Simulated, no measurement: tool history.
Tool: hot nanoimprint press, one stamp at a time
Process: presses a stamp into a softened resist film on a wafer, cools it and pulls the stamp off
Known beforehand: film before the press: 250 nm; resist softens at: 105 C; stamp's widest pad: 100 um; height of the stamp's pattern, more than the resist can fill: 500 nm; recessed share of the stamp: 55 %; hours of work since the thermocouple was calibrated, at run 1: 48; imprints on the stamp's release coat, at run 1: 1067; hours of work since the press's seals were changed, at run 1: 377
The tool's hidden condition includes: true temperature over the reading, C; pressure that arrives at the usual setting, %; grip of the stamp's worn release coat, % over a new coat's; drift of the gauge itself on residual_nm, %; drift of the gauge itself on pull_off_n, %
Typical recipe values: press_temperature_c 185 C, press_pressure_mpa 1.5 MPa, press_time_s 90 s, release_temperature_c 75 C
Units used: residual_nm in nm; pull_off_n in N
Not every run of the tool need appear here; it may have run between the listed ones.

| run | hour | press_temperature_c | press_pressure_mpa | press_time_s | release_temperature_c | hours of work since the thermocouple was calibrated | imprints on the stamp's release coat | hours of work since the press's seals were changed | residual_nm | pull_off_n |
|---|---|---|---|---|---|---|---|---|---|---|
| 1 | 0 | 185 | 1.5 | 90 | 75 | 48 | 1067 | 377 | 113.2 | 207 |
| 2 | 41.3 | 185 | 1.5 | 90 | 75 | 77 | 1166 | 406 | 113.2 | 209 |
| 3 | 90.9 | 185 | 1.5 | 90 | 75 | 112 | 1284 | 441 | 113.1 | 203 |
| 4 | 133.1 | 185 | 1.5 | 90 | 75 | 142 | 1385 | 471 | 113 | 208 |
| 5 | 171.5 | 185 | 1.5 | 47 | 75 | 169 | 1476 | 497 | 138.2 | 206 |
| 6 | 220.6 | 185 | 1.5 | 47 | 75 | 203 | 1594 | 532 | 138.8 | 205 |
| 7 | 263.1 | 185 | 1.5 | 47 | 75 | 233 | 1695 | 562 | 138.6 | 207 |
| 8 | 303.5 | 185 | 1.5 | 47 | 75 | 262 | 1792 | 590 | 138.5 | 213 |
|  | 353.1 | press's hydraulic seals changed and the load cell set to zero |
| 9 | 362.5 | 185 | 1.5 | 47 | 75 | 297 | 1914 | 7 | 138.7 | 209 |
| 10 | 409.5 | 185 | 1.5 | 47 | 75 | 330 | 2026 | 40 | 138.5 | 213 |
| 11 | 460.4 | 186 | 1.5 | 95 | 72 | 366 | 2147 | 75 | 107.3 | 210 |
| 12 | 492.3 | 185 | 2.29 | 169 | 75 | 388 | 2223 | 98 | 70.9 | 206 |
|  | 520.4 | stamp cleaned and given a new release coat |
| 13 | 557.7 | 185 | 2.29 | 169 | 75 | 430 | 89 | 139 | 70.8 | 215 |
|  | 593 | plate thermocouple calibrated |
| 14 | 616.3 | 185 | 2.29 | 169 | 75 | 16 | 222 | 178 | 70.8 | 210 |
| 15 | 661.2 | 175 | 1.83 | 105 | 60 | 48 | 329 | 210 | 131.8 | 242 |

Consider 4 possible next runs. They are alternatives, not a sequence: every one starts from the tool as it was left by run 15. What does each give?
| A | 717.8 | 194 | 1.5 | 90 | 75 | 88 | 465 | 250 | ? | ? |
| B | 717.8 | 185 | 1.23 | 61 | 75 | 88 | 465 | 250 | ? | ? |
| C | 717.8 | 176 | 1.83 | 105 | 60 | 88 | 465 | 250 | ? | ? |
| D | 717.8 | 193 | 1.42 | 68 | 75 | 88 | 465 | 250 | ? | ? |

| run | residual_nm | pull_off_n |
|---|---|---|
| A | 86.7 | 207 |
| B | 141.3 | 209 |
| C | 127.8 | 241 |
| D | 101.5 | 210 |
With the hidden condition removed and each run's random variation left untouched, the same runs would have given:
| run | residual_nm | pull_off_n |
|---|---|---|
| A | 86.7 | 207 |
| B | 141.3 | 209 |
| C | 127.8 | 241 |
| D | 101.5 | 210 |
